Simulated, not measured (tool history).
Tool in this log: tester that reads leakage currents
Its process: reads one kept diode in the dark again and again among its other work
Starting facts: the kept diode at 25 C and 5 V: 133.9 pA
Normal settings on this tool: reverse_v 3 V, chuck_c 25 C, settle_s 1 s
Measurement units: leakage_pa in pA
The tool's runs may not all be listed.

{"run": 1, "hour": 0.0, "reverse_v": 3, "chuck_c": 25, "settle_s": 1, "leakage_pa": 105.66}
{"run": 2, "hour": 102.6, "reverse_v": 3, "chuck_c": 25, "settle_s": 1, "leakage_pa": 105.32}
{"run": 3, "hour": 216.9, "reverse_v": 3, "chuck_c": 25, "settle_s": 1, "leakage_pa": 105.1}
{"run": 4, "hour": 343.0, "reverse_v": 5.62, "chuck_c": 25, "settle_s": 1, "leakage_pa": 128.02}
{"run": 5, "hour": 500.7, "reverse_v": 5.62, "chuck_c": 25, "settle_s": 1, "leakage_pa": 127.06}
{"hour": 645.2, "done": "chuck's temperature calibrated"}
{"run": 6, "hour": 678.5, "reverse_v": 5.62, "chuck_c": 25, "settle_s": 1, "leakage_pa": 142.96}
{"run": 7, "hour": 806.0, "reverse_v": 3, "chuck_c": 25, "settle_s": 1, "leakage_pa": 116.39}
{"run": 8, "hour": 905.2, "reverse_v": 3, "chuck_c": 25, "settle_s": 1, "leakage_pa": 115.89}
{"run": 9, "hour": 1053.7, "reverse_v": 3, "chuck_c": 25, "settle_s": 1, "leakage_pa": 115.53}
{"hour": 1196.6, "done": "probe card cleaned and baked"}
{"run": 10, "hour": 1226.1, "reverse_v": 3, "chuck_c": 25, "settle_s": 1, "leakage_pa": 114.03}
{"run": 11, "hour": 1335.5, "reverse_v": 3, "chuck_c": 25, "settle_s": 1, "leakage_pa": 112.98}
{"hour": 1353.5, "done": "tester calibrated"}
{"run": 12, "hour": 1433.5, "reverse_v": 3, "chuck_c": 25, "settle_s": 1, "leakage_pa": 113.34}
{"run": 13, "hour": 1567.4, "reverse_v": 3, "chuck_c": 25, "settle_s": 1, "leakage_pa": 112.87}
{"run": 14, "hour": 1714.9, "reverse_v": 3, "chuck_c": 36, "settle_s": 1, "leakage_pa": 277.13}
{"run": 15, "hour": 1893.1, "reverse_v": 3, "chuck_c": 46, "settle_s": 1, "leakage_pa": 593.15}
{"run": 16, "hour": 2022.8, "reverse_v": 3, "chuck_c": 57, "settle_s": 1, "leakage_pa": 1317.17}
{"run": 17, "hour": 2138.6, "reverse_v": 3, "chuck_c": 57, "settle_s": 1, "leakage_pa": 1308.22}
{"hour": 2284.0, "done": "tester calibrated, once more"}
{"run": 18, "hour": 2302.5, "reverse_v": 2.42, "chuck_c": 25, "settle_s": 1, "leakage_pa": 103.61}
{"run": 19, "hour": 2418.0, "reverse_v": 2.42, "chuck_c": 25, "settle_s": 1, "leakage_pa": 103.54}
{"run": 20, "hour": 2528.9, "reverse_v": 4.56, "chuck_c": 25, "settle_s": 1, "leakage_pa": 126.21}
{"run": 21, "hour": 2660.3, "reverse_v": 4.56, "chuck_c": 25, "settle_s": 1, "leakage_pa": 125.71}
{"run": 22, "hour": 2791.0, "reverse_v": 4.56, "chuck_c": 25, "settle_s": 1, "leakage_pa": 124.86}
{"run": 23, "hour": 2939.6, "reverse_v": 2.25, "chuck_c": 25, "settle_s": 3.66, "leakage_pa": 100.05}
{"run": 24, "hour": 3024.7, "reverse_v": 1.14, "chuck_c": 29, "settle_s": 4.11, "leakage_pa": 112.89}
{"run": 25, "hour": 3198.7, "reverse_v": 1.25, "chuck_c": 58, "settle_s": 4.11, "leakage_pa": 1050.52}
{"run": 26, "hour": 3363.4, "reverse_v": 2.24, "chuck_c": 25, "settle_s": 0.38, "leakage_pa": 99.22}
{"run": 27, "hour": 3550.1, "reverse_v": 3.32, "chuck_c": 25, "settle_s": 0.6, "leakage_pa": 111.36}
{"run": 28, "hour": 3674.9, "reverse_v": 3.32, "chuck_c": 25, "settle_s": 0.6, "leakage_pa": 110.98}
{"run": 29, "hour": 3854.2, "reverse_v": 2.19, "chuck_c": 28, "settle_s": 0.98, "leakage_pa": 123.92}
{"hour": 4010.9, "done": "chuck's temperature calibrated"}
{"run": 30, "hour": 4010.9, "reverse_v": 3, "chuck_c": 39, "settle_s": 5.13, "leakage_pa": 359.95}
{"run": 31, "hour": 4139.1, "reverse_v": 3.32, "chuck_c": 23, "settle_s": 5.13, "leakage_pa": 99.98}
{"run": 32, "hour": 4253.1, "reverse_v": 14.77, "chuck_c": 45, "settle_s": 6.51, "leakage_pa": 912.25}
{"run": 33, "hour": 4372.9, "reverse_v": 1.81, "chuck_c": 30, "settle_s": 3.5, "leakage_pa": 148.46}
{"run": 34, "hour": 4534.9, "reverse_v": 2.51, "chuck_c": 25, "settle_s": 1, "leakage_pa": 107.91}
{"hour": 4681.4, "done": "probe card cleaned and baked"}
{"run": 35, "hour": 4699.6, "reverse_v": 2.51, "chuck_c": 25, "settle_s": 1, "leakage_pa": 106.08}
{"run": 36, "hour": 4791.8, "reverse_v": 13.37, "chuck_c": 25, "settle_s": 0.47, "leakage_pa": 179.82}
{"run": 37, "hour": 4879.0, "reverse_v": 3, "chuck_c": 25, "settle_s": 1.81, "leakage_pa": 111.29}
{"run": 38, "hour": 4977.9, "reverse_v": 3, "chuck_c": 25, "settle_s": 1.81, "leakage_pa": 111.45}
{"run": 39, "hour": 5148.2, "reverse_v": 4.89, "chuck_c": 20, "settle_s": 1.81, "leakage_pa": 83.36}

Alternative continuations, all from the tool just after run 39; predict every row:
{"run": "A", "hour": 5235.2, "reverse_v": 3.28, "chuck_c": 32, "settle_s": 1.81, "leakage_pa": "?"}
{"run": "B", "hour": 5235.2, "reverse_v": 4.89, "chuck_c": 20, "settle_s": 0.45, "leakage_pa": "?"}
{"run": "C", "hour": 5235.2, "reverse_v": 4.36, "chuck_c": 43, "settle_s": 1.2, "leakage_pa": "?"}
{"run": "D", "hour": 5235.2, "reverse_v": 4.41, "chuck_c": 50, "settle_s": 1.7, "leakage_pa": "?"}

run=A leakage_pa=204.44
run=B leakage_pa=84.64
run=C leakage_pa=529.22
run=D leakage_pa=891
With no hidden state in the tool, these same runs would have given:
run=A leakage_pa=212.84
run=B leakage_pa=88.04
run=C leakage_pa=549.82
run=D leakage_pa=924.48
